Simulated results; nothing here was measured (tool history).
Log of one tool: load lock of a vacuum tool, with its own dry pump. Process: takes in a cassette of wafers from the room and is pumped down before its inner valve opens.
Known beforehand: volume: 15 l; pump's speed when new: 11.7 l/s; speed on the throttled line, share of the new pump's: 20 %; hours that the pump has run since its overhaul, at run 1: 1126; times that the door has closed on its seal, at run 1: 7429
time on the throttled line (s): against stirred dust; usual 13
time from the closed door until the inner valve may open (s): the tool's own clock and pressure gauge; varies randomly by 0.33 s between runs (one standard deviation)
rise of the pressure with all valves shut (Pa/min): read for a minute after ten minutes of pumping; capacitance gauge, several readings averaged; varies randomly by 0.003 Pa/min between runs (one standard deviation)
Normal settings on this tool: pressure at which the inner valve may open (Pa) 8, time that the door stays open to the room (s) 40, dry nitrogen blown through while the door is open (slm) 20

run	hour	time on the throttled line (s)	pressure at which the inner valve may open (Pa)	time that the door stays open to the room (s)	dry nitrogen blown through while the door is open (slm)	hours that the pump has run since its overhaul	times that the door has closed on its seal	incoming humidity of the room's air, %	time from the closed door until the inner valve may open (s)	rise of the pressure with all valves shut (Pa/min)
1	0	13	8	40	20	1126	7429	43	22.9	0.056
2	48.1	13	8	40	20	1174	7585	42.6	22.9	0.052
3	114	13	8	40	20	1240	7798	46.9	22.6	0.051
4	194.5	13	10	40	20	1321	8058	42.9	22.2	0.057
5	259.5	13	10	40	20	1386	8269	45.4	22	0.061
6	311.1	10	8	40	20	1437	8436	47.4	20.6	0.061
7	372.3	10	9	40	20	1498	8634	45.6	20.4	0.061
8	454	10	9	40	20	1580	8898	41.4	19.7	0.056
9	530.3	12	8	40	20	1656	9145	45.3	21.6	0.06
10	607.3	12	8	40	20	1734	9395	42.6	22.4	0.063
11	665.1	13	8	43	20	1791	9581	43	22.7	0.063
12	737.3	13	8	43	20	1863	9815	44.2	23.1	0.068
13	830.2	7	8	43	20	1956	10116	45.9	18.6	0.066
14	904.3	13	8	40	20	2030	10356	43.8	22.8	0.063
15	960.6	13	8	40	20	2087	10538	46.5	22.8	0.066
16	1007.2	13	8	40	20	2133	10689	47.8	22.9	0.068
17	1049.7	13	8	40	20	2176	10826	42.7	22.6	0.066
18	1137.4	12	12	94	26	2264	11110	46.6	21.7	0.074
19	1225.6	7	7	88	17	2352	11395	41.9	18.3	0.074
20	1302.6	20	7	177	26	2429	11645	39.9	28.8	0.078
21	1385	20	7	177	26	2511	11911	45.5	28.9	0.087
22	1424.1	20	7	177	26	2550	12038	46.8	28.7	0.09
23	1511	10	6	40	20	2637	12319	47.8	21.4	0.081
24	1578.5	7	12	26	20	2705	12537	43	17.6	0.073
25	1619.5	14	8	79	5	2746	12670	48.1	23.3	0.096
26	1698.3	14	8	79	5	2825	12925	45.5	23.4	0.1
27	1754.5	14	14	77	5	2881	13107	44.2	23.1	0.102
28	1825.9	7	14	31	5	2952	13338	46.5	17.6	0.093
29	1896.4	10	9	34	33	3023	13566	45.7	20.5	0.078

5 options for the next run, each taken on its own from the tool as it stands now. Forecast them:
A	1950.5	13	10	205	14	3077	13741	44.2	?	?
B	1950.5	13	13	40	20	3077	13741	44	?	?
C	1950.5	16	9	34	19	3077	13741	47.8	?	?
D	1950.5	17	7	34	33	3077	13741	45.2	?	?
E	1950.5	13	8	40	20	3077	13741	47.8	?	?

run	time from the closed door until the inner valve may open (s)	rise of the pressure with all valves shut (Pa/min)
A	22.5	0.103
B	22.2	0.084
C	25.7	0.084
D	25.9	0.082
E	22.8	0.086
With no hidden state in the tool, these same runs would have given:
run	time from the closed door until the inner valve may open (s)	rise of the pressure with all valves shut (Pa/min)
A	22.1	0.053
B	21.8	0.033
C	25.3	0.034
D	25.5	0.03
E	22.4	0.035

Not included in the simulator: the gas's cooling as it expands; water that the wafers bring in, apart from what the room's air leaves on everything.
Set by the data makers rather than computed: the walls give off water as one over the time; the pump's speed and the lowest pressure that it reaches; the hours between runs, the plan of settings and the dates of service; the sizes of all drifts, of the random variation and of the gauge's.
